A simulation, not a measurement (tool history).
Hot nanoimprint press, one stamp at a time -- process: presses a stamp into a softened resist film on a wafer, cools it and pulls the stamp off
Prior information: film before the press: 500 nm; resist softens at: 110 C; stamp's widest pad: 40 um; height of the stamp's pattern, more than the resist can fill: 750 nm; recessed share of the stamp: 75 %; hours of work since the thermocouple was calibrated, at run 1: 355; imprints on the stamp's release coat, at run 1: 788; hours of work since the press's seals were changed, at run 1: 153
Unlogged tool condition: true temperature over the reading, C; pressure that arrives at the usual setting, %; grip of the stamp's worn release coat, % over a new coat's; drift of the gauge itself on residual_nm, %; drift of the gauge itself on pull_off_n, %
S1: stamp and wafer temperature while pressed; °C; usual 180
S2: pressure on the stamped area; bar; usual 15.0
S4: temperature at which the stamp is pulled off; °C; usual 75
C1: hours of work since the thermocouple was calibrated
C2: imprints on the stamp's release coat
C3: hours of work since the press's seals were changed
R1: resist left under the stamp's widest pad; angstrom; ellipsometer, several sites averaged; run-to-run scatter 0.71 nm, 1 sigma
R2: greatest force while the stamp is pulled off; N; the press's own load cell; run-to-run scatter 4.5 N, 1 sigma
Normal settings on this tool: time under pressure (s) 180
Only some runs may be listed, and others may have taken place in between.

{"run": 1, "day": 0.0, "S1": 180, "S2": 15.0, "time under pressure (s)": 180, "S4": 75, "C1": 355, "C2": 788, "C3": 153, "R1": 2268, "R2": 283}
{"day": 0.817, "done": "plate thermocouple calibrated"}
{"run": 2, "day": 1.138, "S1": 180, "S2": 15.0, "time under pressure (s)": 131, "S4": 75, "C1": 3, "C2": 827, "C3": 164, "R1": 2592, "R2": 288}
{"run": 3, "day": 1.625, "S1": 180, "S2": 15.0, "time under pressure (s)": 180, "S4": 63, "C1": 8, "C2": 846, "C3": 169, "R1": 2293, "R2": 381}
{"run": 4, "day": 2.05, "S1": 180, "S2": 15.0, "time under pressure (s)": 180, "S4": 63, "C1": 13, "C2": 863, "C3": 173, "R1": 2279, "R2": 374}
{"run": 5, "day": 2.904, "S1": 180, "S2": 15.0, "time under pressure (s)": 180, "S4": 63, "C1": 21, "C2": 896, "C3": 182, "R1": 2285, "R2": 366}
{"run": 6, "day": 3.471, "S1": 180, "S2": 15.0, "time under pressure (s)": 180, "S4": 75, "C1": 27, "C2": 918, "C3": 188, "R1": 2298, "R2": 303}
{"run": 7, "day": 4.004, "S1": 180, "S2": 15.0, "time under pressure (s)": 180, "S4": 75, "C1": 32, "C2": 939, "C3": 193, "R1": 2301, "R2": 299}
{"day": 4.604, "done": "stamp cleaned and given a new release coat"}
{"day": 4.808, "done": "plate thermocouple calibrated, once more"}
{"run": 8, "day": 5.021, "S1": 180, "S2": 15.0, "time under pressure (s)": 180, "S4": 75, "C1": 2, "C2": 11, "C3": 200, "R1": 2204, "R2": 215}
{"run": 9, "day": 5.596, "S1": 180, "S2": 15.0, "time under pressure (s)": 143, "S4": 82, "C1": 8, "C2": 34, "C3": 205, "R1": 2419, "R2": 183}
{"run": 10, "day": 6.25, "S1": 175, "S2": 12.2, "time under pressure (s)": 180, "S4": 81, "C1": 15, "C2": 59, "C3": 212, "R1": 2877, "R2": 193}
{"run": 11, "day": 7.292, "S1": 188, "S2": 21.3, "time under pressure (s)": 219, "S4": 69, "C1": 25, "C2": 100, "C3": 223, "R1": 1252, "R2": 255}
{"run": 12, "day": 7.821, "S1": 180, "S2": 10.9, "time under pressure (s)": 179, "S4": 68, "C1": 31, "C2": 120, "C3": 228, "R1": 2528, "R2": 267}
{"run": 13, "day": 8.467, "S1": 184, "S2": 18.0, "time under pressure (s)": 179, "S4": 68, "C1": 37, "C2": 145, "C3": 235, "R1": 1745, "R2": 267}
{"run": 14, "day": 9.067, "S1": 184, "S2": 18.0, "time under pressure (s)": 179, "S4": 68, "C1": 43, "C2": 169, "C3": 241, "R1": 1752, "R2": 268}
{"run": 15, "day": 9.733, "S1": 171, "S2": 15.0, "time under pressure (s)": 210, "S4": 75, "C1": 50, "C2": 195, "C3": 248, "R1": 2949, "R2": 238}
{"run": 16, "day": 10.208, "S1": 171, "S2": 15.0, "time under pressure (s)": 210, "S4": 75, "C1": 55, "C2": 213, "C3": 252, "R1": 2948, "R2": 229}

5 ways to go on from here, each from the tool as it stands after run 16. What would each give?
{"run": "A", "day": 11.133, "S1": 171, "S2": 11.9, "time under pressure (s)": 210, "S4": 75, "C1": 64, "C2": 250, "C3": 262, "R1": "?", "R2": "?"}
{"run": "B", "day": 11.133, "S1": 180, "S2": 23.2, "time under pressure (s)": 113, "S4": 62, "C1": 64, "C2": 250, "C3": 262, "R1": "?", "R2": "?"}
{"run": "C", "day": 11.133, "S1": 186, "S2": 12.5, "time under pressure (s)": 291, "S4": 75, "C1": 64, "C2": 250, "C3": 262, "R1": "?", "R2": "?"}
{"run": "D", "day": 11.133, "S1": 171, "S2": 11.8, "time under pressure (s)": 116, "S4": 73, "C1": 64, "C2": 250, "C3": 262, "R1": "?", "R2": "?"}
{"run": "E", "day": 11.133, "S1": 180, "S2": 20.5, "time under pressure (s)": 202, "S4": 75, "C1": 64, "C2": 250, "C3": 262, "R1": "?", "R2": "?"}

run=A R1=3157 R2=239
run=B R1=2224 R2=310
run=C R1=1561 R2=230
run=D R1=3725 R2=259
run=E R1=1834 R2=246
What these runs would have given with no unlogged condition in the tool:
run=A R1=3114 R2=218
run=B R1=2182 R2=283
run=C R1=1535 R2=210
run=D R1=3686 R2=236
run=E R1=1798 R2=225
